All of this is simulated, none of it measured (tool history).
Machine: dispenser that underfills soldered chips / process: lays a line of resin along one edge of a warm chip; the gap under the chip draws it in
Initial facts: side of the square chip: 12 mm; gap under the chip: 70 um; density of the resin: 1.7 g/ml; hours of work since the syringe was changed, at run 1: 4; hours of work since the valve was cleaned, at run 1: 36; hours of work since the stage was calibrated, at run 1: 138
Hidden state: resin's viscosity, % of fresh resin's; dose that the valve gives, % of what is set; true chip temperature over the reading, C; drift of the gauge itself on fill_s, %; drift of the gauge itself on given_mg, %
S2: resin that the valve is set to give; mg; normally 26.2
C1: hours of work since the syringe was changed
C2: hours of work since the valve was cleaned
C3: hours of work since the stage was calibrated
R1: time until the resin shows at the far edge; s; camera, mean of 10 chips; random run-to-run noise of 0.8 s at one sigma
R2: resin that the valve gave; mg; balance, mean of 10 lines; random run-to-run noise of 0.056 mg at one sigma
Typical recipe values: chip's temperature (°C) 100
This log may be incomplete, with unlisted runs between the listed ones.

{"run": 1, "hour": 0.0, "chip's temperature (°C)": 100, "S2": 26.2, "C1": 4, "C2": 36, "C3": 138, "R1": 90.3, "R2": 25.68}
{"hour": 5.4, "done": "new syringe of resin"}
{"run": 2, "hour": 7.1, "chip's temperature (°C)": 100, "S2": 26.2, "C1": 1, "C2": 41, "C3": 143, "R1": 77.3, "R2": 25.56}
{"hour": 8.7, "done": "dispensing valve cleaned and set on the balance"}
{"run": 3, "hour": 14.1, "chip's temperature (°C)": 113, "S2": 26.2, "C1": 6, "C2": 4, "C3": 147, "R1": 69.5, "R2": 26.26}
{"hour": 17.6, "done": "new syringe of resin"}
{"run": 4, "hour": 22.9, "chip's temperature (°C)": 113, "S2": 26.2, "C1": 4, "C2": 10, "C3": 153, "R1": 63.2, "R2": 26.09}
{"hour": 28.8, "done": "new syringe of resin"}
{"run": 5, "hour": 28.8, "chip's temperature (°C)": 100, "S2": 26.2, "C1": 0, "C2": 14, "C3": 157, "R1": 72.9, "R2": 26.11}
{"run": 6, "hour": 38.9, "chip's temperature (°C)": 100, "S2": 26.2, "C1": 7, "C2": 22, "C3": 165, "R1": 109.4, "R2": 25.76}
{"hour": 39.8, "done": "new syringe of resin"}
{"run": 7, "hour": 46.1, "chip's temperature (°C)": 100, "S2": 26.2, "C1": 5, "C2": 27, "C3": 170, "R1": 95, "R2": 25.83}
{"hour": 51.0, "done": "new syringe of resin"}
{"run": 8, "hour": 52.0, "chip's temperature (°C)": 100, "S2": 27, "C1": 1, "C2": 31, "C3": 174, "R1": 75.4, "R2": 26.34}
{"hour": 61.7, "done": "new syringe of resin"}
{"run": 9, "hour": 61.7, "chip's temperature (°C)": 100, "S2": 27, "C1": 0, "C2": 38, "C3": 181, "R1": 73.1, "R2": 26.36}
{"hour": 68.0, "done": "dispensing valve cleaned and set on the balance"}
{"run": 10, "hour": 69.0, "chip's temperature (°C)": 102, "S2": 26.2, "C1": 5, "C2": 1, "C3": 185, "R1": 88.8, "R2": 26.19}
{"hour": 74.0, "done": "new syringe of resin"}
{"run": 11, "hour": 74.9, "chip's temperature (°C)": 102, "S2": 26.2, "C1": 1, "C2": 5, "C3": 189, "R1": 71.3, "R2": 26.14}
{"run": 12, "hour": 84.3, "chip's temperature (°C)": 100, "S2": 24.9, "C1": 8, "C2": 12, "C3": 196, "R1": 112.6, "R2": 24.72}
{"hour": 85.1, "done": "new syringe of resin"}
{"run": 13, "hour": 91.8, "chip's temperature (°C)": 100, "S2": 26.2, "C1": 5, "C2": 17, "C3": 201, "R1": 95.4, "R2": 25.93}
{"hour": 95.8, "done": "new syringe of resin"}
{"run": 14, "hour": 102.2, "chip's temperature (°C)": 100, "S2": 26.2, "C1": 5, "C2": 24, "C3": 209, "R1": 95, "R2": 25.74}
{"hour": 107.0, "done": "new syringe of resin"}
{"run": 15, "hour": 110.7, "chip's temperature (°C)": 100, "S2": 26.2, "C1": 3, "C2": 30, "C3": 215, "R1": 84.3, "R2": 25.63}
{"run": 16, "hour": 115.1, "chip's temperature (°C)": 100, "S2": 26.2, "C1": 6, "C2": 34, "C3": 218, "R1": 100.8, "R2": 25.65}
{"hour": 117.7, "done": "new syringe of resin"}
{"run": 17, "hour": 124.0, "chip's temperature (°C)": 89, "S2": 31.8, "C1": 5, "C2": 40, "C3": 224, "R1": 128.2, "R2": 30.97}
{"hour": 127.9, "done": "dispensing valve cleaned and set on the balance"}
{"hour": 129.7, "done": "new syringe of resin"}
{"run": 18, "hour": 130.3, "chip's temperature (°C)": 106, "S2": 22.5, "C1": 0, "C2": 2, "C3": 228, "R1": 64.2, "R2": 22.51}
{"run": 19, "hour": 135.2, "chip's temperature (°C)": 90, "S2": 25.3, "C1": 4, "C2": 5, "C3": 232, "R1": 120, "R2": 25.18}
{"hour": 140.7, "done": "new syringe of resin"}
{"run": 20, "hour": 141.0, "chip's temperature (°C)": 102, "S2": 33.7, "C1": 0, "C2": 9, "C3": 236, "R1": 66.8, "R2": 33.52}
{"run": 21, "hour": 150.1, "chip's temperature (°C)": 93, "S2": 27, "C1": 7, "C2": 16, "C3": 242, "R1": 127.5, "R2": 26.75}
{"hour": 151.8, "done": "new syringe of resin"}
{"run": 22, "hour": 159.5, "chip's temperature (°C)": 98, "S2": 23.7, "C1": 6, "C2": 22, "C3": 249, "R1": 107.9, "R2": 23.33}
{"hour": 162.6, "done": "new syringe of resin"}
{"run": 23, "hour": 168.9, "chip's temperature (°C)": 98, "S2": 23.7, "C1": 5, "C2": 29, "C3": 256, "R1": 103.4, "R2": 23.34}
{"hour": 173.7, "done": "new syringe of resin"}
{"run": 24, "hour": 175.8, "chip's temperature (°C)": 105, "S2": 31, "C1": 1, "C2": 34, "C3": 260, "R1": 65.2, "R2": 30.39}
{"hour": 184.5, "done": "new syringe of resin"}
{"hour": 187.6, "done": "dispensing valve cleaned and set on the balance"}
{"run": 25, "hour": 187.7, "chip's temperature (°C)": 87, "S2": 26.2, "C1": 2, "C2": 0, "C3": 268, "R1": 116, "R2": 26.21}
{"hour": 196.3, "done": "new syringe of resin"}
{"run": 26, "hour": 198.9, "chip's temperature (°C)": 90, "S2": 32.9, "C1": 2, "C2": 8, "C3": 276, "R1": 102.7, "R2": 32.61}
{"hour": 207.2, "done": "new syringe of resin"}
{"run": 27, "hour": 209.0, "chip's temperature (°C)": 92, "S2": 31.7, "C1": 1, "C2": 15, "C3": 283, "R1": 93.9, "R2": 31.35}
{"run": 28, "hour": 217.4, "chip's temperature (°C)": 92, "S2": 31.7, "C1": 7, "C2": 21, "C3": 289, "R1": 135, "R2": 31.17}
{"hour": 218.5, "done": "new syringe of resin"}
{"run": 29, "hour": 226.2, "chip's temperature (°C)": 92, "S2": 31.7, "C1": 6, "C2": 28, "C3": 296, "R1": 121.6, "R2": 31.06}
{"hour": 229.9, "done": "new syringe of resin"}
{"run": 30, "hour": 231.6, "chip's temperature (°C)": 102, "S2": 32.1, "C1": 1, "C2": 31, "C3": 299, "R1": 71.5, "R2": 31.44}
{"hour": 240.7, "done": "new syringe of resin"}
{"run": 31, "hour": 240.7, "chip's temperature (°C)": 111, "S2": 33.7, "C1": 0, "C2": 38, "C3": 306, "R1": 51.3, "R2": 32.95}

Below are 3 alternative next runs, each starting from the tool's condition after run 31. Predict each:
{"hour": 247.3, "done": "dispensing valve cleaned and set on the balance"}
{"hour": 252.7, "done": "new syringe of resin"}
{"run": "A", "hour": 252.9, "chip's temperature (°C)": 89, "S2": 25, "C1": 0, "C2": 4, "C3": 314, "R1": "?", "R2": "?"}
{"hour": 247.3, "done": "dispensing valve cleaned and set on the balance"}
{"hour": 252.7, "done": "new syringe of resin"}
{"run": "B", "hour": 252.9, "chip's temperature (°C)": 105, "S2": 33.7, "C1": 0, "C2": 4, "C3": 314, "R1": "?", "R2": "?"}
{"hour": 247.3, "done": "dispensing valve cleaned and set on the balance"}
{"hour": 252.7, "done": "new syringe of resin"}
{"run": "C", "hour": 252.9, "chip's temperature (°C)": 92, "S2": 28.8, "C1": 0, "C2": 4, "C3": 314, "R1": "?", "R2": "?"}

run=A R1=100.8 R2=24.91
run=B R1=61.6 R2=33.52
run=C R1=91.1 R2=28.63
Without the tool's unlogged condition, the same runs would have read:
run=A R1=103.8 R2=25.03
run=B R1=63.2 R2=33.67
run=C R1=93.8 R2=28.76
